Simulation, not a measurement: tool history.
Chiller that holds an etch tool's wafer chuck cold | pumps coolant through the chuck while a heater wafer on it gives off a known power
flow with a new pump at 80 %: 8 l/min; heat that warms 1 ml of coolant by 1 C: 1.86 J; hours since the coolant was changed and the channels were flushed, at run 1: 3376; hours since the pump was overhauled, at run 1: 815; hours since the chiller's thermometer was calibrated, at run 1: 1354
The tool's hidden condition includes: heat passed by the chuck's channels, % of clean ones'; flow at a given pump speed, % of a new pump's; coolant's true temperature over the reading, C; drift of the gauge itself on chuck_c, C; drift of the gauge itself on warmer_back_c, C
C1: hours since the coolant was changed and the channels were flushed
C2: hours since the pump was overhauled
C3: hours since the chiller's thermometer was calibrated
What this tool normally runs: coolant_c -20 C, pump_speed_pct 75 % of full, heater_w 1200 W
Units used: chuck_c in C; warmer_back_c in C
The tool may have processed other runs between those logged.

{"run": 1, "day": 0.0, "coolant_c": -20, "pump_speed_pct": 75, "heater_w": 1200, "C1": 3376, "C2": 815, "C3": 1354, "chuck_c": -7.5, "warmer_back_c": 5.19}
{"run": 2, "day": 3.904, "coolant_c": -20, "pump_speed_pct": 75, "heater_w": 1200, "C1": 3469, "C2": 909, "C3": 1448, "chuck_c": -7.3, "warmer_back_c": 5.13}
{"run": 3, "day": 6.946, "coolant_c": -20, "pump_speed_pct": 75, "heater_w": 1200, "C1": 3542, "C2": 982, "C3": 1521, "chuck_c": -7.6, "warmer_back_c": 5.12}
{"run": 4, "day": 9.425, "coolant_c": -20, "pump_speed_pct": 75, "heater_w": 1200, "C1": 3602, "C2": 1041, "C3": 1580, "chuck_c": -7.3, "warmer_back_c": 5.15}
{"run": 5, "day": 12.708, "coolant_c": -20, "pump_speed_pct": 75, "heater_w": 1200, "C1": 3681, "C2": 1120, "C3": 1659, "chuck_c": -7.5, "warmer_back_c": 5.13}
{"run": 6, "day": 14.738, "coolant_c": -20, "pump_speed_pct": 75, "heater_w": 1200, "C1": 3729, "C2": 1169, "C3": 1708, "chuck_c": -7.5, "warmer_back_c": 5.19}
{"day": 16.379, "done": "coolant changed, channels flushed"}
{"run": 7, "day": 18.229, "coolant_c": -20, "pump_speed_pct": 87, "heater_w": 1200, "C1": 44, "C2": 1246, "C3": 1786, "chuck_c": -9.2, "warmer_back_c": 4.36}
{"run": 8, "day": 20.979, "coolant_c": -20, "pump_speed_pct": 87, "heater_w": 1200, "C1": 110, "C2": 1312, "C3": 1852, "chuck_c": -9.0, "warmer_back_c": 4.31}
{"run": 9, "day": 24.65, "coolant_c": -20, "pump_speed_pct": 87, "heater_w": 1200, "C1": 198, "C2": 1400, "C3": 1940, "chuck_c": -9.3, "warmer_back_c": 4.39}
{"run": 10, "day": 28.525, "coolant_c": -20, "pump_speed_pct": 87, "heater_w": 1200, "C1": 291, "C2": 1493, "C3": 2033, "chuck_c": -9.1, "warmer_back_c": 4.34}
{"run": 11, "day": 32.612, "coolant_c": -20, "pump_speed_pct": 75, "heater_w": 1239, "C1": 390, "C2": 1592, "C3": 2131, "chuck_c": -7.1, "warmer_back_c": 5.3}
{"run": 12, "day": 35.662, "coolant_c": -20, "pump_speed_pct": 75, "heater_w": 1239, "C1": 463, "C2": 1665, "C3": 2204, "chuck_c": -7.1, "warmer_back_c": 5.3}
{"run": 13, "day": 39.492, "coolant_c": -20, "pump_speed_pct": 75, "heater_w": 1185, "C1": 555, "C2": 1757, "C3": 2296, "chuck_c": -7.6, "warmer_back_c": 5.03}
{"run": 14, "day": 41.212, "coolant_c": -20, "pump_speed_pct": 61, "heater_w": 1185, "C1": 596, "C2": 1798, "C3": 2337, "chuck_c": -4.7, "warmer_back_c": 6.27}
{"run": 15, "day": 44.317, "coolant_c": -20, "pump_speed_pct": 61, "heater_w": 1185, "C1": 670, "C2": 1873, "C3": 2412, "chuck_c": -5.0, "warmer_back_c": 6.2}
{"run": 16, "day": 48.258, "coolant_c": -20, "pump_speed_pct": 61, "heater_w": 1185, "C1": 765, "C2": 1967, "C3": 2506, "chuck_c": -5.0, "warmer_back_c": 6.25}
{"run": 17, "day": 50.3, "coolant_c": -20, "pump_speed_pct": 61, "heater_w": 1185, "C1": 814, "C2": 2016, "C3": 2555, "chuck_c": -4.8, "warmer_back_c": 6.25}
{"run": 18, "day": 52.879, "coolant_c": -14, "pump_speed_pct": 75, "heater_w": 1630, "C1": 876, "C2": 2078, "C3": 2617, "chuck_c": 2.9, "warmer_back_c": 6.88}
{"run": 19, "day": 57.062, "coolant_c": -14, "pump_speed_pct": 75, "heater_w": 1630, "C1": 976, "C2": 2178, "C3": 2718, "chuck_c": 3.0, "warmer_back_c": 6.88}
{"run": 20, "day": 59.529, "coolant_c": -28, "pump_speed_pct": 80, "heater_w": 713, "C1": 1036, "C2": 2238, "C3": 2777, "chuck_c": -21.0, "warmer_back_c": 2.67}
{"run": 21, "day": 61.262, "coolant_c": -20, "pump_speed_pct": 71, "heater_w": 865, "C1": 1077, "C2": 2279, "C3": 2818, "chuck_c": -10.6, "warmer_back_c": 3.74}
{"run": 22, "day": 65.279, "coolant_c": -20, "pump_speed_pct": 71, "heater_w": 865, "C1": 1174, "C2": 2376, "C3": 2915, "chuck_c": -10.5, "warmer_back_c": 3.75}
{"run": 23, "day": 68.758, "coolant_c": -20, "pump_speed_pct": 71, "heater_w": 865, "C1": 1257, "C2": 2459, "C3": 2998, "chuck_c": -10.7, "warmer_back_c": 3.69}
{"day": 70.496, "done": "gauge calibrated"}
{"run": 24, "day": 70.642, "coolant_c": -11, "pump_speed_pct": 81, "heater_w": 1313, "C1": 1302, "C2": 2504, "C3": 3043, "chuck_c": 1.7, "warmer_back_c": 5.16}
{"run": 25, "day": 72.579, "coolant_c": -28, "pump_speed_pct": 71, "heater_w": 1108, "C1": 1349, "C2": 2551, "C3": 3090, "chuck_c": -15.9, "warmer_back_c": 5.06}
{"run": 26, "day": 74.396, "coolant_c": -15, "pump_speed_pct": 75, "heater_w": 853, "C1": 1392, "C2": 2594, "C3": 3133, "chuck_c": -6.0, "warmer_back_c": 3.64}
{"run": 27, "day": 76.479, "coolant_c": -15, "pump_speed_pct": 75, "heater_w": 853, "C1": 1442, "C2": 2644, "C3": 3183, "chuck_c": -6.1, "warmer_back_c": 3.69}
{"run": 28, "day": 78.833, "coolant_c": -20, "pump_speed_pct": 97, "heater_w": 1380, "C1": 1499, "C2": 2701, "C3": 3240, "chuck_c": -8.8, "warmer_back_c": 4.46}
{"run": 29, "day": 82.925, "coolant_c": -20, "pump_speed_pct": 97, "heater_w": 1380, "C1": 1597, "C2": 2799, "C3": 3338, "chuck_c": -8.5, "warmer_back_c": 4.47}

For some of the steps in warmer_back_c from one run to the next: how much would appear even if the tool had no hidden state, given the settings, what came in and random variation, and how much remains for the hidden state plus any gauge scatter that the measured result and the result without hidden state don't share?
Run 10 -> 11: pump_speed_pct 87 -> 75, heater_w 1200 -> 1239. warmer_back_c +0.96 C: hidden state -0.02, all else +0.98.
Run 19 -> 20: coolant_c -14 -> -28, pump_speed_pct 75 -> 80, heater_w 1630 -> 713. warmer_back_c -4.21 C: hidden state -0.01, all else -4.20.
Run 23 -> 24: coolant_c -20 -> -11, pump_speed_pct 71 -> 81, heater_w 865 -> 1313, gauge calibrated. warmer_back_c +1.47 C: hidden state +0.20, all else +1.27.
